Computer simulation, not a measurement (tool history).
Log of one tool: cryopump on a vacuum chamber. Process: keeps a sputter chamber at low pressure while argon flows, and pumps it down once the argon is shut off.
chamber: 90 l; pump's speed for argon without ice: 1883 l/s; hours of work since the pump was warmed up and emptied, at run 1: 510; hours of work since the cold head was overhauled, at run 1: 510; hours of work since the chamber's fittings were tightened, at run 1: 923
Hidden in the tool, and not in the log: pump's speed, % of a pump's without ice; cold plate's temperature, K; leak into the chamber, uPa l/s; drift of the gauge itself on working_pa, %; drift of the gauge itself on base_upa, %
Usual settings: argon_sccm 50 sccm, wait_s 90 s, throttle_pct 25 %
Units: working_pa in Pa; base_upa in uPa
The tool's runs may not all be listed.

run	day	argon_sccm	wait_s	throttle_pct	hours of work since the pump was warmed up and emptied	hours of work since the cold head was overhauled	hours of work since the chamber's fittings were tightened	working_pa	base_upa
1	0	50	90	25	510	510	923	0.187	2.29
2	1.388	50	90	16	526	526	939	0.2868	2.19
3	2.792	50	90	16	543	543	956	0.2868	2.35
4	4.279	50	90	16	560	560	973	0.2867	2.33
5	5.667	50	90	28	576	576	989	0.1679	2.4
6	7.258	50	90	28	595	595	1008	0.1693	2.36
7	8.946	50	90	28	615	615	1028	0.1692	2.49
8	9.825	50	90	28	625	625	1038	0.1681	2.53
9	10.829	50	90	28	637	637	1050	0.1685	2.55
10	12.179	50	46	25	653	653	1066	0.1888	3.28
11	13.654	50	46	32	671	671	1084	0.1495	3.29
12	14.862	50	90	25	685	685	1098	0.1889	2.62
13	16.375	50	90	25	703	703	1116	0.1894	2.65
14	18.204	50	46	25	724	724	1137	0.1913	3.58
15	19.179	50	46	25	736	736	1149	0.1907	3.43
16	19.988	50	46	25	745	745	1158	0.1917	3.48
17	21.467	50	46	25	763	763	1176	0.1912	3.52
18	22.783	50	46	25	778	778	1191	0.1898	3.56
19	24.267	63	46	29	796	796	1209	0.209	3.54
20	25.858	22	46	18	814	814	1227	0.1148	3.72
21	26.729	22	46	18	825	825	1238	0.1139	3.58
22	28.121	39	47	45	841	841	1254	0.0875	3.59
23	29.554	79	190	45	858	858	1271	0.178	2.47
24	31.104	35	190	45	876	876	1289	0.0782	2.59
25	32.704	35	190	60	895	895	1308	0.0609	2.59
26	34.304	35	190	60	914	914	1327	0.0611	2.69
27	36.079	89	160	33	935	935	1348	0.2689	2.77
28	37.692	79	71	58	954	954	1367	0.1448	3.29
29	38.508	29	95	28	964	964	1377	0.1021	3.19
30	39.488	72	22	28	975	975	1388	0.2516	5.63
31	41.054	72	60	49	994	994	1407	0.1543	3.62
# day 42.558: pump warmed up, emptied and cooled again
32	42.929	67	99	20	4	1013	1426	0.3029	2.63
33	43.975	32	90	42	17	1026	1439	0.0681	2.69
34	45.325	32	90	42	33	1041	1454	0.0693	2.71
35	47.171	32	90	42	54	1063	1476	0.069	2.7

Forecast each of these 3 alternatives for the next run:
# day 48.338: leaking fittings of the chamber tightened, without venting
A	48.833	25	90	42	73	1082	6	?	?
# day 48.338: leaking fittings of the chamber tightened, without venting
B	48.833	34	117	25	73	1082	6	?	?
# day 48.338: leaking fittings of the chamber tightened, without venting
C	48.833	29	90	42	73	1082	6	?	?

run	working_pa	base_upa
A	0.0546	0.97
B	0.1236	0.83
C	0.0623	1.05
Without the tool's hidden state the same runs would have given:
run	working_pa	base_upa
A	0.054	0.94
B	0.1227	0.8
C	0.0616	1.02
